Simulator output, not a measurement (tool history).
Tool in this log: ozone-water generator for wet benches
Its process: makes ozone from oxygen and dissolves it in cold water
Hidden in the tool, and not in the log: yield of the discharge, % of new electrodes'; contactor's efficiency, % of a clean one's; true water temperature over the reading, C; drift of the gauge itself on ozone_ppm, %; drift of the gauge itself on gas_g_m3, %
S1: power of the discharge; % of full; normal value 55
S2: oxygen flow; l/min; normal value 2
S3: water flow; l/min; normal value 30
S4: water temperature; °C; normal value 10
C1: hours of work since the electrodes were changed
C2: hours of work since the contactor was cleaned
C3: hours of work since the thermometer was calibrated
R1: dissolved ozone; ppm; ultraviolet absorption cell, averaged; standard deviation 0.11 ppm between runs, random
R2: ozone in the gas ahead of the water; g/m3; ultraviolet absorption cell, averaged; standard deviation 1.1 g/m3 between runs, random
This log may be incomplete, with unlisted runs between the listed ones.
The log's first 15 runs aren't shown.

Run 16, hour 559.6: usual settings; C1 466; C2 633; C3 3917. Result: R1 6.9 ppm, R2 195 g/m3.
Run 17, hour 594.5: usual settings but S4 9 °C; C1 487; C2 655; C3 3939. Result: R1 6.9 ppm, R2 193.4 g/m3.
Run 18, hour 627.7: usual settings but S1 80 % of full, S2 2.91 l/min, S3 34 l/min, S4 17 °C; C1 508; C2 675; C3 3959. Result: R1 8.9 ppm, R2 216.2 g/m3.
Run 19, hour 663.4: usual settings but S1 46 % of full, S2 1.53 l/min, S3 20 l/min, S4 7 °C; C1 530; C2 698; C3 3982. Result: R1 8.8 ppm, R2 195.3 g/m3.
Run 20, hour 688.9: usual settings but S1 80 % of full, S2 2.76 l/min, S3 20 l/min, S4 6 °C; C1 546; C2 714; C3 3998. Result: R1 16.2 ppm, R2 221.6 g/m3.
Run 21, hour 729.1: usual settings but S1 56 % of full; C1 571; C2 739; C3 4023. Result: R1 6.9 ppm, R2 201 g/m3.
Run 22, hour 755: usual settings but S1 56 % of full; C1 588; C2 755; C3 4039. Result: R1 7 ppm, R2 198.6 g/m3.
Run 23, hour 804: usual settings but S1 56 % of full; C1 618; C2 785; C3 4069. Result: R1 7 ppm, R2 197.9 g/m3.
Run 24, hour 837.4: usual settings but S2 2.67 l/min, S3 27 l/min, S4 6 °C; C1 639; C2 806; C3 4090. Result: R1 8.3 ppm, R2 159.9 g/m3.
Run 25, hour 862.1: usual settings but S2 2.67 l/min, S3 27 l/min, S4 6 °C; C1 654; C2 822; C3 4106. Result: R1 8.3 ppm, R2 160.3 g/m3.
Run 26, hour 902.1: usual settings but S2 1.37 l/min; C1 679; C2 847; C3 4131. Result: R1 6.3 ppm, R2 250 g/m3.
Run 27, hour 929.2: usual settings but S3 21 l/min, S4 6 °C; C1 696; C2 864; C3 4148. Result: R1 10.1 ppm, R2 193.8 g/m3.
Run 28, hour 956.2: usual settings but S3 21 l/min, S4 6 °C; C1 713; C2 880; C3 4164. Result: R1 10.4 ppm, R2 194.2 g/m3.
Run 29, hour 991.5: usual settings but S3 21 l/min, S4 8 °C; C1 735; C2 902; C3 4186. Result: R1 10.1 ppm, R2 194.1 g/m3.
Run 30, hour 1036.2: usual settings but S1 88 % of full, S2 1.06 l/min, S3 21 l/min, S4 6 °C; C1 763; C2 930; C3 4214. Result: R1 13.8 ppm, R2 451.2 g/m3.
Run 31, hour 1081.5: usual settings but S1 88 % of full, S2 1.06 l/min, S3 21 l/min, S4 6 °C; C1 791; C2 959; C3 4243. Result: R1 13.8 ppm, R2 448.1 g/m3.
Run 32, hour 1130.3: usual settings but S1 65 % of full, S2 1.06 l/min, S3 32 l/min, S4 6 °C; C1 822; C2 989; C3 4273. Result: R1 6.4 ppm, R2 341.8 g/m3.

Consider 3 possible next runs. They are alternatives, not a sequence: every one starts from the tool as it was left by run 32. What does each give?
Run A, hour 1155: usual settings but S1 46 % of full, S2 1.76 l/min, S3 32 l/min, S4 6 °C; C1 837; C2 1005; C3 4288. Result: R1 ?, R2 ?.
Run B, hour 1155: usual settings but S4 6 °C; C1 837; C2 1005; C3 4288. Result: R1 ?, R2 ?.
Run C, hour 1155: usual settings but S1 53 % of full, S2 1.06 l/min, S3 32 l/min, S4 6 °C; C1 837; C2 1005; C3 4288. Result: R1 ?, R2 ?.

run   R1     R2
  A  5.3  178.9
  B    7  193.4
  C  5.2  283.2
Had the tool no hidden state, the same runs would have come out as:
run   R1     R2
  A  5.4  180.6
  B  7.2  195.8
  C  5.3  286.6
